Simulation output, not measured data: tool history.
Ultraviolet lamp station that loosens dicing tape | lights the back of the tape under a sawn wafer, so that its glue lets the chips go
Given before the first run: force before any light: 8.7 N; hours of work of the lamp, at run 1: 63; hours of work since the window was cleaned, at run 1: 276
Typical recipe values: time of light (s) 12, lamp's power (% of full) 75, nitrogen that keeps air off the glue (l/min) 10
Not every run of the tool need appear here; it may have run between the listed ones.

run,hour,time of light (s),lamp's power (% of full),nitrogen that keeps air off the glue (l/min),hours of work of the lamp,hours of work since the window was cleaned,force that peels the tape off (N),light that reached the tape (mJ/cm²)
1,0,12,75,10,63,276,0.679,385
2,19.1,12,75,10,73,286,0.668,389
3,41,12,75,10,83,297,0.72,381
4,63.8,12,75,10,95,308,0.688,382
5,75.5,12,75,18,101,314,0.466,379
6,86.8,9,75,10,106,319,1.269,287
7,101.3,12,75,10,113,327,0.694,377
8,123.7,12,75,10,125,338,0.729,377
9,147.1,12,75,10,136,349,0.712,380
10,160.5,12,75,10,143,356,0.746,372
11,180.1,12,72,10,153,366,0.817,357
12,193,12,72,10,159,372,0.827,359
13,220.2,12,80,10,173,386,0.63,396
14,246.5,10,75,10,186,399,1.099,310
15,269.6,12,75,10,197,410,0.746,368
16,292,12,75,10,208,421,0.797,371
17,311,12,75,10,218,431,0.791,367
18,324.7,11,86,12,225,438,0.625,390
19,347.8,11,86,12,236,449,0.624,382
20,359.8,16,98,15,242,455,0.172,632
21,382.1,10,92,19,253,466,0.462,368
22,407.8,10,92,19,266,479,0.473,366
23,430.7,10,92,6,277,490,1.129,370
24,455,11,93,10,289,502,0.607,408
25,473.9,12,72,19,299,512,0.594,341
26,495.1,7,72,19,309,522,1.714,200
27,518.4,7,72,19,321,534,1.656,197
28,538.5,9,60,6,331,544,2.597,209
29,553.9,8,60,7,339,552,2.876,190

What would each run have given without the hidden state, its run-to-run variation left as it was?
The hidden state here: lamp's light, % of a new lamp's; light that the window lets through, % of a clean one's; drift of the gauge itself on peel_n, %; drift of the gauge itself on dose_mj_cm2, %.
run,force that peels the tape off (N),light that reached the tape (mJ/cm²)
1,0.594,408
2,0.578,414
3,0.618,407
4,0.585,410
5,0.391,408
6,1.102,310
7,0.579,408
8,0.604,409
9,0.585,415
10,0.61,407
11,0.665,392
12,0.671,395
13,0.498,437
14,0.888,344
15,0.582,410
16,0.615,416
17,0.606,413
18,0.47,439
19,0.465,433
20,0.146,718
21,0.335,420
22,0.343,420
23,0.851,426
24,0.428,472
25,0.417,396
26,1.318,233
27,1.265,231
28,2.114,246
29,2.358,224
